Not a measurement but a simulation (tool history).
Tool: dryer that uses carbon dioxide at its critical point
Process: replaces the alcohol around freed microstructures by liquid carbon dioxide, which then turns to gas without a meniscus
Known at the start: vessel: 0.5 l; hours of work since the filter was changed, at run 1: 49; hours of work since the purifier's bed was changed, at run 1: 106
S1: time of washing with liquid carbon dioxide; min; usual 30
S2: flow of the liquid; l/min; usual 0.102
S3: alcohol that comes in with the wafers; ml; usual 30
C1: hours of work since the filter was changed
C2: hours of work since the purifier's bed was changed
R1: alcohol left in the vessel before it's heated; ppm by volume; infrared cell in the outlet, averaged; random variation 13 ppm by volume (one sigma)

run     day  S1     S2   S3   C1   C2    R1
  1   0.000  30  0.102   30   49  106   876
  2   0.250  30  0.155   30   53  110   102
  3   0.571  30  0.130   30   58  116   294
  4   0.979  30  0.130   30   65  123   280
  5   1.300  30  0.130   30   70  128   287
  6   1.750  30  0.102   88   78  135  2624
  7   1.992  30  0.102   88   82  139  2630
  8   2.400  30  0.102   88   89  146  2694
  9   2.829  30  0.102   88   96  153  2780
 10   3.275  25  0.102   30  103  161  1835
 11   3.712  25  0.102  105  110  168  6569
 12   3.950  25  0.102  105  114  172  6713
 13   4.150  30  0.102   30  118  175   991
 14   4.525  30  0.102   30  124  181   989
 15   4.962  33  0.102   30  131  189   676
 16   5.221  33  0.102   30  135  193   679
 17   5.433  33  0.102   30  139  196   694
 18   5.729  41  0.102   49  144  201   418
 19   6.204  41  0.102   49  152  209   393
 20   6.671  30  0.141   30  159  217   255
 21   7.096  25  0.140   30  166  224   605
 22   7.496  30  0.100   24  173  231   912
 23   7.950  30  0.100   24  181  238   977
 24   8.362  22  0.091   41  187  245  5946
 25   8.567  30  0.095   30  191  248  1489
 26   8.821  42  0.078   44  195  253  1273
 27   9.271  42  0.078   44  202  260  1258
 28   9.688  42  0.078   44  209  267  1305
 29  10.054  25  0.096   35  215  273  3053
 30  10.500  47  0.127   30  223  280    82
 31  10.838  30  0.084   30  228  286  2380
 32  11.279  27  0.137   81  236  293  1421
 33  11.688  25  0.102   88  243  300  6631
 34  11.888  24  0.169   88  246  303   996

Forecast each of these 5 alternatives for the next run:
  A  12.267  30  0.102   21  252  310   ?
  B  12.267  45  0.169   33  252  310   ?
  C  12.267  19  0.071  107  252  310   ?
  D  12.267  30  0.169   25  252  310   ?
  E  12.267  19  0.069  104  252  310   ?

run     R1
  A    881
  B     68
  C  39008
  D    130
  E  39107
Without the tool's hidden state the same runs would have given:
run     R1
  A    541
  B     12
  C  32183
  D     39
  E  32441
